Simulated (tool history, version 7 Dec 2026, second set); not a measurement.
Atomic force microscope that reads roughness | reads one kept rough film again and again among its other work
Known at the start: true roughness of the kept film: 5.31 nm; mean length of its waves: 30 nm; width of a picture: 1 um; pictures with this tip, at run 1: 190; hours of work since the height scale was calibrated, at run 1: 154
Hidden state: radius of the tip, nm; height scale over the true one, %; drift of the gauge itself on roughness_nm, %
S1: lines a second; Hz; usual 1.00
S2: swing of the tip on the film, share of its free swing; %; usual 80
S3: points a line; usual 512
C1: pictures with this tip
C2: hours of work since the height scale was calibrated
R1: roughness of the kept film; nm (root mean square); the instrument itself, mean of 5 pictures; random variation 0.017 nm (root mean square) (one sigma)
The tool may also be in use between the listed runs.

run 1 day=0.000 | S1=1.00 S2=80 S3=512 | C1=190 C2=154 | R1=3.282
run 2 day=1.171 | S1=3.52 S2=80 S3=512 | C1=217 C2=169 | R1=2.620
run 3 day=2.583 | S1=1.00 S2=80 S3=512 | C1=250 C2=187 | R1=3.096
run 4 day=3.829 | S1=2.40 S2=80 S3=512 | C1=278 C2=203 | R1=2.687
-- day=5.117 new tip fitted
run 5 day=6.350 | S1=2.40 S2=80 S3=512 | C1=29 C2=235 | R1=3.548
run 6 day=9.138 | S1=1.00 S2=69 S3=512 | C1=93 C2=270 | R1=3.836
run 7 day=11.121 | S1=1.00 S2=69 S3=512 | C1=138 C2=295 | R1=3.677
run 8 day=13.708 | S1=1.00 S2=69 S3=512 | C1=198 C2=328 | R1=3.438
run 9 day=15.675 | S1=1.00 S2=80 S3=512 | C1=243 C2=353 | R1=3.184
run 10 day=18.162 | S1=1.00 S2=80 S3=512 | C1=300 C2=384 | R1=3.019
-- day=18.562 new tip fitted
run 11 day=21.021 | S1=0.98 S2=80 S3=512 | C1=56 C2=420 | R1=3.847
run 12 day=22.517 | S1=0.98 S2=80 S3=512 | C1=90 C2=439 | R1=3.723
run 13 day=24.933 | S1=0.98 S2=80 S3=512 | C1=146 C2=470 | R1=3.511
run 14 day=26.442 | S1=0.98 S2=80 S3=512 | C1=181 C2=489 | R1=3.378
run 15 day=27.946 | S1=1.00 S2=81 S3=512 | C1=215 C2=508 | R1=3.236
run 16 day=29.562 | S1=1.00 S2=68 S3=512 | C1=252 C2=528 | R1=3.277
-- day=32.088 new tip fitted
run 17 day=32.238 | S1=1.00 S2=68 S3=512 | C1=3 C2=562 | R1=4.274
run 18 day=35.000 | S1=1.00 S2=80 S3=646 | C1=67 C2=597 | R1=3.772
run 19 day=37.483 | S1=1.00 S2=80 S3=646 | C1=124 C2=628 | R1=3.582
run 20 day=39.329 | S1=1.00 S2=80 S3=646 | C1=166 C2=651 | R1=3.427
run 21 day=40.688 | S1=1.00 S2=80 S3=512 | C1=197 C2=669 | R1=3.322
run 22 day=42.471 | S1=0.52 S2=80 S3=512 | C1=238 C2=691 | R1=3.335
run 23 day=45.175 | S1=1.00 S2=80 S3=512 | C1=300 C2=725 | R1=3.002
-- day=45.612 new tip fitted
run 24 day=46.800 | S1=1.00 S2=80 S3=512 | C1=27 C2=746 | R1=3.908
run 25 day=49.154 | S1=0.97 S2=75 S3=597 | C1=81 C2=776 | R1=3.756
run 26 day=50.792 | S1=1.03 S2=61 S3=512 | C1=119 C2=796 | R1=3.726
run 27 day=53.379 | S1=1.03 S2=61 S3=983 | C1=178 C2=829 | R1=3.519
run 28 day=54.817 | S1=0.63 S2=56 S3=512 | C1=211 C2=847 | R1=3.418
run 29 day=56.817 | S1=0.64 S2=59 S3=613 | C1=257 C2=873 | R1=3.284
-- day=59.175 new tip fitted
run 30 day=59.704 | S1=0.64 S2=59 S3=613 | C1=12 C2=909 | R1=4.286
run 31 day=62.250 | S1=0.54 S2=61 S3=851 | C1=70 C2=941 | R1=3.987
run 32 day=64.750 | S1=0.57 S2=64 S3=851 | C1=128 C2=973 | R1=3.732
run 33 day=66.521 | S1=0.57 S2=64 S3=851 | C1=169 C2=995 | R1=3.576
run 34 day=69.158 | S1=1.36 S2=56 S3=485 | C1=229 C2=1029 | R1=3.320
run 35 day=71.988 | S1=1.36 S2=56 S3=485 | C1=294 C2=1064 | R1=3.144
-- day=72.592 new tip fitted
run 36 day=74.062 | S1=2.50 S2=89 S3=365 | C1=33 C2=1090 | R1=3.104
-- day=74.483 height scale calibrated on a step standard
run 37 day=75.579 | S1=0.82 S2=56 S3=512 | C1=67 C2=14 | R1=4.132
run 38 day=77.738 | S1=0.82 S2=56 S3=512 | C1=117 C2=41 | R1=3.885
run 39 day=79.267 | S1=0.82 S2=64 S3=294 | C1=152 C2=61 | R1=3.650
run 40 day=81.775 | S1=0.64 S2=77 S3=886 | C1=209 C2=92 | R1=3.405
run 41 day=83.512 | S1=1.29 S2=68 S3=281 | C1=249 C2=114 | R1=3.223
run 42 day=85.108 | S1=1.00 S2=64 S3=451 | C1=286 C2=135 | R1=3.199
-- day=86.238 new tip fitted
run 43 day=86.838 | S1=1.00 S2=64 S3=451 | C1=14 C2=156 | R1=4.275

Run 44 comes next. What will it give?
run 44 day=89.596 | S1=1.00 S2=64 S3=451 | C1=78 C2=191 | R1=?

R1: 3.997 nm (root mean square)
Without the tool's hidden state the same run would have given R1 4.399 nm (root mean square).
